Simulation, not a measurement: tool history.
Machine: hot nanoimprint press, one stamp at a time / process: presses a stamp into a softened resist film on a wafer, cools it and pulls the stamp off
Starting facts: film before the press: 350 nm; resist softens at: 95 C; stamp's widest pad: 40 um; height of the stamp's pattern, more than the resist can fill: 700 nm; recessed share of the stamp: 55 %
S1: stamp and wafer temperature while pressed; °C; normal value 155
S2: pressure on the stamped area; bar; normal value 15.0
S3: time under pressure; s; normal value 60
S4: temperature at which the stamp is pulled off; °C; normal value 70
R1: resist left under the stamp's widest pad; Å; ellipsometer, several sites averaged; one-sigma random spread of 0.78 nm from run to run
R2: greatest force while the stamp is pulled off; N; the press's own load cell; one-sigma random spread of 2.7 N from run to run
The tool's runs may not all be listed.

run 1 day=0.000 | S1=155 S2=15.0 S3=60 S4=70 | R1=1332 R2=213
run 2 day=0.671 | S1=155 S2=15.0 S3=60 S4=70 | R1=1318 R2=211
run 3 day=1.121 | S1=155 S2=15.0 S3=60 S4=70 | R1=1335 R2=214
run 4 day=1.475 | S1=155 S2=15.0 S3=60 S4=70 | R1=1331 R2=214
run 5 day=1.775 | S1=155 S2=15.0 S3=60 S4=70 | R1=1343 R2=215
run 6 day=2.179 | S1=155 S2=15.0 S3=60 S4=70 | R1=1332 R2=211
run 7 day=2.633 | S1=155 S2=15.0 S3=60 S4=70 | R1=1325 R2=215
run 8 day=3.338 | S1=155 S2=15.0 S3=60 S4=61 | R1=1326 R2=273
run 9 day=3.775 | S1=155 S2=15.0 S3=60 S4=61 | R1=1328 R2=266
run 10 day=4.321 | S1=155 S2=15.0 S3=60 S4=61 | R1=1345 R2=262
run 11 day=4.879 | S1=155 S2=16.3 S3=78 S4=62 | R1=1138 R2=265
run 12 day=5.338 | S1=155 S2=16.3 S3=82 S4=71 | R1=1111 R2=198
run 13 day=5.754 | S1=155 S2=16.3 S3=82 S4=71 | R1=1124 R2=204
-- day=6.517 plate thermocouple calibrated
run 14 day=6.579 | S1=154 S2=12.8 S3=82 S4=71 | R1=1312 R2=201
-- day=6.912 stamp cleaned and given a new release coat
run 15 day=7.421 | S1=158 S2=14.6 S3=82 S4=78 | R1=1060 R2=168
run 16 day=8.071 | S1=164 S2=9.6 S3=49 S4=70 | R1=1322 R2=211
run 17 day=8.629 | S1=159 S2=9.6 S3=49 S4=65 | R1=1544 R2=236
run 18 day=9.179 | S1=159 S2=9.6 S3=114 S4=65 | R1=1109 R2=239
run 19 day=9.588 | S1=143 S2=10.6 S3=60 S4=59 | R1=2330 R2=275
run 20 day=9.929 | S1=143 S2=10.0 S3=60 S4=75 | R1=2381 R2=180

3 options for the next run, each taken on its own from the tool as it stands now. Forecast them:
run A day=10.308 | S1=143 S2=19.3 S3=115 S4=75 | R1=? R2=?
run B day=10.308 | S1=155 S2=11.8 S3=60 S4=65 | R1=? R2=?
run C day=10.308 | S1=159 S2=15.0 S3=60 S4=70 | R1=? R2=?

run=A R1=1454 R2=185
run=B R1=1504 R2=244
run=C R1=1154 R2=211
Had the tool no hidden state, the same runs would have come out as:
run=A R1=1455 R2=185
run=B R1=1505 R2=244
run=C R1=1154 R2=210
